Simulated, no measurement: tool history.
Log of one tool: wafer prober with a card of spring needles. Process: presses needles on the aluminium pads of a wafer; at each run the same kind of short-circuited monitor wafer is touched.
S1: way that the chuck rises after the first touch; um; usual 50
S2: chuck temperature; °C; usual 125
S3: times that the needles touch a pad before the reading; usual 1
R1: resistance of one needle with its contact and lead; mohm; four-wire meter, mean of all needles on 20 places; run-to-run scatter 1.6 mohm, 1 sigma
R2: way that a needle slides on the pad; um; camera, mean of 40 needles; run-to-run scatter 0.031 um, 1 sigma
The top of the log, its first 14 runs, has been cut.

{"day": 7.071, "done": "tips cleaned on abrasive film"}
{"run": 15, "day": 7.179, "S1": 50, "S2": 125, "S3": 2, "R1": 170, "R2": 8.38}
{"run": 16, "day": 7.862, "S1": 50, "S2": 125, "S3": 2, "R1": 209, "R2": 8.32}
{"run": 17, "day": 8.158, "S1": 50, "S2": 125, "S3": 2, "R1": 220, "R2": 8.34}
{"day": 8.617, "done": "tips cleaned on abrasive film"}
{"run": 18, "day": 8.808, "S1": 50, "S2": 27, "S3": 1, "R1": 178, "R2": 8.35}
{"run": 19, "day": 9.275, "S1": 44, "S2": 125, "S3": 1, "R1": 254, "R2": 7.25}
{"run": 20, "day": 9.746, "S1": 50, "S2": 39, "S3": 2, "R1": 211, "R2": 8.32}
{"day": 10.188, "done": "tips cleaned on abrasive film"}
{"run": 21, "day": 10.467, "S1": 33, "S2": 81, "S3": 2, "R1": 228, "R2": 5.31}
{"run": 22, "day": 10.779, "S1": 48, "S2": 48, "S3": 2, "R1": 195, "R2": 7.92}
{"run": 23, "day": 11.233, "S1": 48, "S2": 43, "S3": 2, "R1": 217, "R2": 7.96}
{"day": 11.75, "done": "tips cleaned on abrasive film"}
{"run": 24, "day": 11.883, "S1": 40, "S2": 26, "S3": 2, "R1": 170, "R2": 6.54}
{"run": 25, "day": 12.558, "S1": 39, "S2": 125, "S3": 1, "R1": 307, "R2": 6.42}
{"run": 26, "day": 13.021, "S1": 60, "S2": 125, "S3": 1, "R1": 228, "R2": 10.05}
{"day": 13.325, "done": "tips cleaned on abrasive film"}
{"run": 27, "day": 13.662, "S1": 60, "S2": 125, "S3": 1, "R1": 186, "R2": 10.04}
{"run": 28, "day": 14.054, "S1": 48, "S2": 43, "S3": 2, "R1": 204, "R2": 7.92}
{"run": 29, "day": 14.471, "S1": 41, "S2": 57, "S3": 1, "R1": 320, "R2": 6.65}
{"day": 14.904, "done": "tips cleaned on abrasive film"}
{"run": 30, "day": 14.925, "S1": 66, "S2": 61, "S3": 2, "R1": 145, "R2": 11.05}
{"run": 31, "day": 15.567, "S1": 66, "S2": 61, "S3": 2, "R1": 172, "R2": 11.11}
{"run": 32, "day": 15.867, "S1": 43, "S2": 28, "S3": 1, "R1": 292, "R2": 7.03}
{"run": 33, "day": 16.171, "S1": 33, "S2": 125, "S3": 2, "R1": 317, "R2": 5.22}
{"day": 16.45, "done": "tips cleaned on abrasive film"}
{"run": 34, "day": 16.554, "S1": 39, "S2": 40, "S3": 2, "R1": 166, "R2": 6.29}

Alternative continuations, all from the tool just after run 34; predict every row:
{"day": 16.933, "done": "height of the first contact set anew"}
{"run": "A", "day": 16.933, "S1": 38, "S2": 58, "S3": 2, "R1": "?", "R2": "?"}
{"day": 16.933, "done": "height of the first contact set anew"}
{"run": "B", "day": 16.933, "S1": 47, "S2": 125, "S3": 2, "R1": "?", "R2": "?"}
{"day": 16.933, "done": "height of the first contact set anew"}
{"run": "C", "day": 16.933, "S1": 50, "S2": 125, "S3": 1, "R1": "?", "R2": "?"}

run=A R1=210 R2=6.71
run=B R1=192 R2=8.27
run=C R1=207 R2=8.82
Without the tool's hidden state the same runs would have given:
run=A R1=147 R2=6.71
run=B R1=153 R2=8.27
run=C R1=150 R2=8.82
